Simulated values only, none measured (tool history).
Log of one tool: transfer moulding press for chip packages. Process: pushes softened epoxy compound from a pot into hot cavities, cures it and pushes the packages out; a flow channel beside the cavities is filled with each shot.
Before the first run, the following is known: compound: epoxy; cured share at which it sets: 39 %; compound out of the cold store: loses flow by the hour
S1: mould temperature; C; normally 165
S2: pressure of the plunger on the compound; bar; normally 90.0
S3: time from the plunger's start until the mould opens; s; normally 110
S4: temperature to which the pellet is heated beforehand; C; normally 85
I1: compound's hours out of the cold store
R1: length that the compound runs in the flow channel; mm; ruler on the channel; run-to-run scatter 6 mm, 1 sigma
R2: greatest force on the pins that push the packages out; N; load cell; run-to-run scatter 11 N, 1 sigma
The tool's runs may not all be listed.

run 1 day=0.000 | S1=165 S2=90.0 S3=110 S4=85 | I1=13.1 | R1=954 R2=535
run 2 day=0.450 | S1=165 S2=90.0 S3=110 S4=85 | I1=11.3 | R1=962 R2=627
run 3 day=0.829 | S1=165 S2=90.0 S3=110 S4=85 | I1=9.8 | R1=964 R2=688
run 4 day=1.350 | S1=165 S2=90.0 S3=92 S4=85 | I1=40.6 | R1=862 R2=1046
run 5 day=1.717 | S1=165 S2=96.6 S3=110 S4=85 | I1=22.4 | R1=944 R2=807
run 6 day=2.279 | S1=163 S2=96.6 S3=110 S4=85 | I1=16.1 | R1=981 R2=967
run 7 day=2.858 | S1=165 S2=90.0 S3=110 S4=94 | I1=44.4 | R1=853 R2=795
run 8 day=3.346 | S1=172 S2=90.0 S3=110 S4=85 | I1=16.1 | R1=893 R2=676
run 9 day=3.904 | S1=172 S2=90.0 S3=110 S4=85 | I1=24.6 | R1=878 R2=688
run 10 day=4.312 | S1=172 S2=90.0 S3=145 S4=85 | I1=35.5 | R1=847 R2=379
run 11 day=4.842 | S1=165 S2=90.0 S3=143 S4=85 | I1=36.5 | R1=928 R2=436
run 12 day=5.388 | S1=165 S2=90.0 S3=110 S4=85 | I1=21.5 | R1=966 R2=681
run 13 day=5.988 | S1=165 S2=90.0 S3=110 S4=88 | I1=46.2 | R1=902 R2=726
run 14 day=6.525 | S1=165 S2=90.0 S3=137 S4=88 | I1=20.9 | R1=960 R2=595
run 15 day=6.933 | S1=165 S2=90.0 S3=117 S4=92 | I1=43.9 | R1=896 R2=724
run 16 day=7.212 | S1=167 S2=69.8 S3=117 S4=92 | I1=30.8 | R1=819 R2=684
run 17 day=7.738 | S1=165 S2=105.9 S3=110 S4=85 | I1=15.8 | R1=1059 R2=913
run 18 day=8.279 | S1=167 S2=82.0 S3=147 S4=93 | I1=25.4 | R1=884 R2=629
run 19 day=8.696 | S1=165 S2=101.7 S3=110 S4=76 | I1=16.3 | R1=1034 R2=565
run 20 day=8.958 | S1=165 S2=90.0 S3=104 S4=85 | I1=10.7 | R1=990 R2=681
run 21 day=9.300 | S1=165 S2=90.0 S3=104 S4=85 | I1=35.7 | R1=934 R2=710
run 22 day=9.867 | S1=165 S2=71.5 S3=110 S4=86 | I1=33.7 | R1=814 R2=706
run 23 day=10.192 | S1=165 S2=71.5 S3=130 S4=86 | I1=47.1 | R1=779 R2=587
run 24 day=10.471 | S1=162 S2=94.2 S3=120 S4=89 | I1=23.2 | R1=987 R2=796
run 25 day=10.842 | S1=162 S2=74.0 S3=120 S4=92 | I1=29.6 | R1=850 R2=861
run 26 day=11.383 | S1=162 S2=74.0 S3=120 S4=92 | I1=43.6 | R1=812 R2=843
run 27 day=11.750 | S1=162 S2=74.0 S3=120 S4=92 | I1=32.1 | R1=850 R2=877
run 28 day=12.171 | S1=167 S2=90.0 S3=118 S4=90 | I1=41.1 | R1=884 R2=728

The log once held 5 entries between its listed runs, left out of this copy. Where does each go, and what is different about the tool's unlogged condition between the listed run before it and the listed run after it?
After run 9, before run 10: mould's thermocouples calibrated (day 4.038); cavities cleaned with cleaning compound and waxed (day 4.296)
  true mould temperature over the reading, C: -0.21 -> -0.23; pressure that reaches the compound, % of what is set: 88.49 -> 88.33; grip of the stained cavities, % over clean ones': 73.6 -> 2.4
  measured result minus the result with no hidden state, R1: -54 -> -53 mm; R2: +293 -> +9 N
After run 10, before run 11: plunger's sealing rings changed (day 4.667)
  true mould temperature over the reading, C: -0.23 -> -0.22; pressure that reaches the compound, % of what is set: 88.33 -> 99.76; grip of the stained cavities, % over clean ones': 2.4 -> 17.3
  measured result minus the result with no hidden state, R1: -53 -> +0 mm; R2: +9 -> +67 N
After run 12, before run 13: mould's thermocouples calibrated, once more (day 5.729)
  true mould temperature over the reading, C: -0.2 -> -0.31; pressure that reaches the compound, % of what is set: 99.44 -> 99.16; grip of the stained cavities, % over clean ones': 32.3 -> 43.2
  measured result minus the result with no hidden state, R1: -2 -> -2 mm; R2: +173 -> +229 N
After run 18, before run 19: cavities cleaned with cleaning compound and waxed (day 8.696)
  true mould temperature over the reading, C: -0.24 -> -0.23; pressure that reaches the compound, % of what is set: 97.77 -> 97.55; grip of the stained cavities, % over clean ones': 72.8 -> 1.2
  measured result minus the result with no hidden state, R1: -9 -> -11 mm; R2: +267 -> +16 N
